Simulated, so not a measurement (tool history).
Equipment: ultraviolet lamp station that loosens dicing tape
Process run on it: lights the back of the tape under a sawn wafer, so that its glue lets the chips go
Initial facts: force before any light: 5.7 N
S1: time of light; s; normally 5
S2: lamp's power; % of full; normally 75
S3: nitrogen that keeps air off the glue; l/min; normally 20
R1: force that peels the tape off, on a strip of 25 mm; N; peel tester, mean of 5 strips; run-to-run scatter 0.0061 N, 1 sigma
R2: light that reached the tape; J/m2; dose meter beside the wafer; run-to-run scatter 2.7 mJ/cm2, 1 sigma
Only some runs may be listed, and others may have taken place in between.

run 1 day=0.000 | S1=5 S2=75 S3=20 | R1=0.274 R2=2880
run 2 day=0.608 | S1=5 S2=75 S3=20 | R1=0.273 R2=2910
run 3 day=1.962 | S1=5 S2=75 S3=20 | R1=0.266 R2=2880
run 4 day=2.654 | S1=5 S2=75 S3=20 | R1=0.263 R2=2860
-- day=3.396 window cleaned of glue's vapour
run 5 day=3.958 | S1=5 S2=75 S3=20 | R1=0.212 R2=3290
run 6 day=4.608 | S1=5 S2=76 S3=20 | R1=0.207 R2=3250
run 7 day=5.704 | S1=5 S2=76 S3=20 | R1=0.216 R2=3220
run 8 day=6.379 | S1=5 S2=76 S3=20 | R1=0.216 R2=3250
run 9 day=7.100 | S1=3 S2=75 S3=20 | R1=0.673 R2=1900
run 10 day=8.208 | S1=3 S2=75 S3=20 | R1=0.652 R2=1880
run 11 day=9.150 | S1=3 S2=75 S3=20 | R1=0.662 R2=1900
run 12 day=9.842 | S1=3 S2=75 S3=20 | R1=0.697 R2=1870
run 13 day=10.704 | S1=5 S2=75 S3=20 | R1=0.229 R2=3160
run 14 day=11.379 | S1=3 S2=75 S3=20 | R1=0.694 R2=1890
run 15 day=12.317 | S1=3 S2=75 S3=20 | R1=0.715 R2=1880
run 16 day=12.942 | S1=7 S2=87 S3=30 | R1=0.100 R2=4990
run 17 day=13.817 | S1=7 S2=63 S3=11 | R1=0.255 R2=3620
run 18 day=14.700 | S1=6 S2=63 S3=22 | R1=0.223 R2=3060
run 19 day=15.333 | S1=5 S2=95 S3=36 | R1=0.125 R2=3880
run 20 day=16.396 | S1=5 S2=95 S3=36 | R1=0.128 R2=3840
run 21 day=17.592 | S1=3 S2=79 S3=20 | R1=0.704 R2=1890
run 22 day=18.517 | S1=3 S2=79 S3=20 | R1=0.680 R2=1860
run 23 day=19.542 | S1=2 S2=86 S3=20 | R1=1.181 R2=1350
run 24 day=20.112 | S1=2 S2=86 S3=20 | R1=1.212 R2=1350
run 25 day=21.317 | S1=2 S2=86 S3=20 | R1=1.195 R2=1330
run 26 day=22.388 | S1=6 S2=63 S3=20 | R1=0.262 R2=2940
run 27 day=23.321 | S1=4 S2=61 S3=14 | R1=0.876 R2=1850
run 28 day=23.979 | S1=3 S2=80 S3=27 | R1=0.614 R2=1830
run 29 day=25.304 | S1=4 S2=89 S3=8 | R1=0.615 R2=2700

Table of differences, measured result less the result of that run with no hidden state. Run-to-run variation is the same in both. Gauge scatter possibly is not:
The hidden state here: lamp's light, % of a new lamp's; light that the window lets through, % of a clean one's; drift of the gauge itself on peel_n, %; drift of the gauge itself on dose_mj_cm2, %.
run=1 R1=+0.096 R2=-690
run=2 R1=+0.101 R2=-710
run=3 R1=+0.099 R2=-730
run=4 R1=+0.102 R2=-750
run=5 R1=+0.044 R2=-390
run=6 R1=+0.043 R2=-400
run=7 R1=+0.048 R2=-420
run=8 R1=+0.048 R2=-440
run=9 R1=+0.158 R2=-260
run=10 R1=+0.160 R2=-280
run=11 R1=+0.167 R2=-290
run=12 R1=+0.179 R2=-300
run=13 R1=+0.062 R2=-510
run=14 R1=+0.186 R2=-310
run=15 R1=+0.198 R2=-330
run=16 R1=+0.005 R2=-910
run=17 R1=+0.076 R2=-680
run=18 R1=+0.066 R2=-580
run=19 R1=+0.018 R2=-760
run=20 R1=+0.018 R2=-790
run=21 R1=+0.230 R2=-400
run=22 R1=+0.223 R2=-420
run=23 R1=+0.336 R2=-310
run=24 R1=+0.349 R2=-310
run=25 R1=+0.352 R2=-320
run=26 R1=+0.096 R2=-730
run=27 R1=+0.312 R2=-490
run=28 R1=+0.240 R2=-480
run=29 R1=+0.245 R2=-730
